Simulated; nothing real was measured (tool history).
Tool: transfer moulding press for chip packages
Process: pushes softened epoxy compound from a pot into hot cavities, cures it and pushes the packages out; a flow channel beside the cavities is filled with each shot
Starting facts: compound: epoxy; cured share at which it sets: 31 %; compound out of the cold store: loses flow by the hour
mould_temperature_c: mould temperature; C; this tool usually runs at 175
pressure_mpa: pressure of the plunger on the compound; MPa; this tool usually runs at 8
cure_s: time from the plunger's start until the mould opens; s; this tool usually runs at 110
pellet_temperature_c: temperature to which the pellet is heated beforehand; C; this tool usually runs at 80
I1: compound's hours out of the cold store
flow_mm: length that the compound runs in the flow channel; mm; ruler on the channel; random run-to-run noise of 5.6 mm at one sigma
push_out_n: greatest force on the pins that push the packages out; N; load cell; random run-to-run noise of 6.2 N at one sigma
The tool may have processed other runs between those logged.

{"run": 1, "hour": 0.0, "mould_temperature_c": 175, "pressure_mpa": 8, "cure_s": 110, "pellet_temperature_c": 80, "I1": 46.4, "flow_mm": 537, "push_out_n": 267}
{"run": 2, "hour": 16.5, "mould_temperature_c": 175, "pressure_mpa": 8, "cure_s": 110, "pellet_temperature_c": 80, "I1": 36, "flow_mm": 575, "push_out_n": 306}
{"run": 3, "hour": 34.7, "mould_temperature_c": 175, "pressure_mpa": 8, "cure_s": 110, "pellet_temperature_c": 80, "I1": 23.9, "flow_mm": 611, "push_out_n": 329}
{"run": 4, "hour": 56.6, "mould_temperature_c": 175, "pressure_mpa": 8, "cure_s": 110, "pellet_temperature_c": 80, "I1": 10.6, "flow_mm": 660, "push_out_n": 372}
{"run": 5, "hour": 79.6, "mould_temperature_c": 175, "pressure_mpa": 7.16, "cure_s": 110, "pellet_temperature_c": 80, "I1": 12.2, "flow_mm": 608, "push_out_n": 372}
{"hour": 85.5, "done": "cavities cleaned with cleaning compound and waxed"}
{"run": 6, "hour": 97.0, "mould_temperature_c": 175, "pressure_mpa": 7.16, "cure_s": 110, "pellet_temperature_c": 80, "I1": 46.7, "flow_mm": 502, "push_out_n": 258}
{"run": 7, "hour": 118.1, "mould_temperature_c": 175, "pressure_mpa": 7.16, "cure_s": 110, "pellet_temperature_c": 80, "I1": 32.8, "flow_mm": 538, "push_out_n": 301}
{"run": 8, "hour": 137.7, "mould_temperature_c": 175, "pressure_mpa": 7.16, "cure_s": 110, "pellet_temperature_c": 80, "I1": 26.3, "flow_mm": 560, "push_out_n": 339}
{"run": 9, "hour": 157.2, "mould_temperature_c": 175, "pressure_mpa": 9.25, "cure_s": 110, "pellet_temperature_c": 80, "I1": 30.9, "flow_mm": 609, "push_out_n": 349}
{"hour": 178.7, "done": "plunger's sealing rings changed"}
{"hour": 181.3, "done": "cavities cleaned with cleaning compound and waxed"}
{"run": 10, "hour": 184.5, "mould_temperature_c": 175, "pressure_mpa": 9.25, "cure_s": 110, "pellet_temperature_c": 80, "I1": 29.9, "flow_mm": 694, "push_out_n": 256}
{"run": 11, "hour": 203.3, "mould_temperature_c": 175, "pressure_mpa": 9.25, "cure_s": 110, "pellet_temperature_c": 80, "I1": 42.2, "flow_mm": 637, "push_out_n": 295}
{"run": 12, "hour": 219.8, "mould_temperature_c": 175, "pressure_mpa": 9.25, "cure_s": 110, "pellet_temperature_c": 80, "I1": 41.6, "flow_mm": 644, "push_out_n": 318}
{"run": 13, "hour": 245.6, "mould_temperature_c": 175, "pressure_mpa": 9.25, "cure_s": 110, "pellet_temperature_c": 80, "I1": 32.4, "flow_mm": 676, "push_out_n": 348}
{"hour": 252.0, "done": "mould's thermocouples calibrated"}
{"run": 14, "hour": 268.2, "mould_temperature_c": 175, "pressure_mpa": 9.25, "cure_s": 110, "pellet_temperature_c": 80, "I1": 12.1, "flow_mm": 764, "push_out_n": 394}
{"hour": 276.5, "done": "cavities cleaned with cleaning compound and waxed"}
{"run": 15, "hour": 280.5, "mould_temperature_c": 175, "pressure_mpa": 8.79, "cure_s": 129, "pellet_temperature_c": 80, "I1": 15.3, "flow_mm": 735, "push_out_n": 242}
{"run": 16, "hour": 294.5, "mould_temperature_c": 170, "pressure_mpa": 8, "cure_s": 110, "pellet_temperature_c": 80, "I1": 32.8, "flow_mm": 627, "push_out_n": 355}
{"run": 17, "hour": 314.0, "mould_temperature_c": 177, "pressure_mpa": 6.03, "cure_s": 110, "pellet_temperature_c": 90, "I1": 15, "flow_mm": 595, "push_out_n": 303}
{"run": 18, "hour": 330.8, "mould_temperature_c": 177, "pressure_mpa": 6.03, "cure_s": 110, "pellet_temperature_c": 90, "I1": 25.4, "flow_mm": 564, "push_out_n": 327}
{"run": 19, "hour": 343.4, "mould_temperature_c": 182, "pressure_mpa": 9.69, "cure_s": 119, "pellet_temperature_c": 82, "I1": 10, "flow_mm": 770, "push_out_n": 326}
{"run": 20, "hour": 363.5, "mould_temperature_c": 181, "pressure_mpa": 8, "cure_s": 110, "pellet_temperature_c": 80, "I1": 17.2, "flow_mm": 679, "push_out_n": 340}
{"hour": 369.5, "done": "cavities cleaned with cleaning compound and waxed"}
{"run": 21, "hour": 381.4, "mould_temperature_c": 180, "pressure_mpa": 9.4, "cure_s": 100, "pellet_temperature_c": 72, "I1": 41.3, "flow_mm": 641, "push_out_n": 258}
{"run": 22, "hour": 392.0, "mould_temperature_c": 182, "pressure_mpa": 8, "cure_s": 112, "pellet_temperature_c": 80, "I1": 11, "flow_mm": 704, "push_out_n": 260}
{"run": 23, "hour": 411.1, "mould_temperature_c": 182, "pressure_mpa": 8, "cure_s": 112, "pellet_temperature_c": 80, "I1": 40.8, "flow_mm": 579, "push_out_n": 291}
{"run": 24, "hour": 427.6, "mould_temperature_c": 182, "pressure_mpa": 8, "cure_s": 112, "pellet_temperature_c": 80, "I1": 42.2, "flow_mm": 580, "push_out_n": 294}
{"run": 25, "hour": 451.1, "mould_temperature_c": 175, "pressure_mpa": 8, "cure_s": 129, "pellet_temperature_c": 80, "I1": 23.3, "flow_mm": 649, "push_out_n": 323}
{"hour": 462.7, "done": "cavities cleaned with cleaning compound and waxed"}
{"run": 26, "hour": 464.0, "mould_temperature_c": 171, "pressure_mpa": 8, "cure_s": 120, "pellet_temperature_c": 80, "I1": 22.9, "flow_mm": 649, "push_out_n": 258}
{"run": 27, "hour": 475.6, "mould_temperature_c": 171, "pressure_mpa": 8, "cure_s": 120, "pellet_temperature_c": 80, "I1": 13.6, "flow_mm": 689, "push_out_n": 284}
{"run": 28, "hour": 486.3, "mould_temperature_c": 175, "pressure_mpa": 8.52, "cure_s": 115, "pellet_temperature_c": 86, "I1": 43.7, "flow_mm": 587, "push_out_n": 267}

Below are 4 alternative next runs, each starting from the tool's condition after run 28. Predict each:
{"run": "A", "hour": 503.8, "mould_temperature_c": 175, "pressure_mpa": 8.52, "cure_s": 144, "pellet_temperature_c": 86, "I1": 44.6, "flow_mm": "?", "push_out_n": "?"}
{"run": "B", "hour": 503.8, "mould_temperature_c": 175, "pressure_mpa": 8, "cure_s": 125, "pellet_temperature_c": 80, "I1": 21.5, "flow_mm": "?", "push_out_n": "?"}
{"run": "C", "hour": 503.8, "mould_temperature_c": 179, "pressure_mpa": 8, "cure_s": 110, "pellet_temperature_c": 80, "I1": 9.5, "flow_mm": "?", "push_out_n": "?"}
{"run": "D", "hour": 503.8, "mould_temperature_c": 179, "pressure_mpa": 8.52, "cure_s": 126, "pellet_temperature_c": 74, "I1": 37.6, "flow_mm": "?", "push_out_n": "?"}

run=A flow_mm=585 push_out_n=283
run=B flow_mm=655 push_out_n=288
run=C flow_mm=692 push_out_n=305
run=D flow_mm=615 push_out_n=290
With the hidden condition removed and each run's random variation left untouched, the same runs would have given:
run=A flow_mm=614 push_out_n=206
run=B flow_mm=686 push_out_n=208
run=C flow_mm=725 push_out_n=222
run=D flow_mm=645 push_out_n=214

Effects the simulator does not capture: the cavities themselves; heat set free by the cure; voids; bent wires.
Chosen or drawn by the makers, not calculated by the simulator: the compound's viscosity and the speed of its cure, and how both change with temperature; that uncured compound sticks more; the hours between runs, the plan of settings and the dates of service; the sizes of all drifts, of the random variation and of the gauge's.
